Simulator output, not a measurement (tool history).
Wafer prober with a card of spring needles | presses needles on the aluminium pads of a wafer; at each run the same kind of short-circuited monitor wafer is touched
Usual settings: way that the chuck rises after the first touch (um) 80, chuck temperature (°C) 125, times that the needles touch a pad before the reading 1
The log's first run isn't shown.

run	hour	way that the chuck rises after the first touch (um)	chuck temperature (°C)	times that the needles touch a pad before the reading	resistance of one needle with its contact and lead (mohm)	way that a needle slides on the pad (um)
2	10.1	80	125	1	290	18.38
# hour 12.9: tips cleaned on abrasive film
3	21.7	93	125	1	292	21.37
# hour 29.0: tips cleaned on abrasive film
4	35.0	80	29	1	264	18.43
# hour 44.7: tips cleaned on abrasive film
5	52.5	80	29	1	262	18.46
# hour 60.1: tips cleaned on abrasive film
6	61.2	80	29	1	264	18.45
# hour 75.3: tips cleaned on abrasive film
7	75.3	80	29	1	264	18.49
# hour 90.0: tips cleaned on abrasive film
8	90.6	80	98	1	285	18.46
9	101.8	80	98	1	283	18.48
# hour 105.0: tips cleaned on abrasive film
10	115.5	80	98	1	289	18.51
# hour 121.3: tips cleaned on abrasive film
11	131.9	80	70	1	278	18.54
# hour 136.8: tips cleaned on abrasive film
12	145.5	80	70	1	277	18.54
# hour 152.0: tips cleaned on abrasive film
13	157.5	80	125	2	295	18.56
# hour 167.8: tips cleaned on abrasive film
14	169.6	80	125	2	293	18.57
15	178.5	80	125	1	291	18.59
# hour 183.3: tips cleaned on abrasive film
16	191.1	67	125	2	300	15.55
# hour 195.9: height of the first contact set anew
# hour 198.6: tips cleaned on abrasive film
17	202.3	67	38	1	271	15.58
# hour 209.4: gauge calibrated
18	210.4	63	46	1	278	14.48
# hour 214.3: tips cleaned on abrasive film
19	218.3	63	46	1	275	14.50
# hour 229.3: tips cleaned on abrasive film
20	236.4	63	46	1	275	14.50
# hour 244.8: tips cleaned on abrasive film
21	248.2	88	31	2	267	20.29
# hour 259.5: tips cleaned on abrasive film
22	260.2	84	125	1	292	19.35
# hour 275.6: tips cleaned on abrasive film
23	276.2	84	106	3	292	19.39
# hour 290.5: tips cleaned on abrasive film
24	294.5	80	48	2	271	18.47

Forecast run 25:
25	304.8	82	104	2	?	?

resistance of one needle with its contact and lead (mohm): 286
way that a needle slides on the pad (um): 18.96
Without the tool's hidden state the same run would have given resistance of one needle with its contact and lead (mohm) 285, way that a needle slides on the pad (um) 18.86.
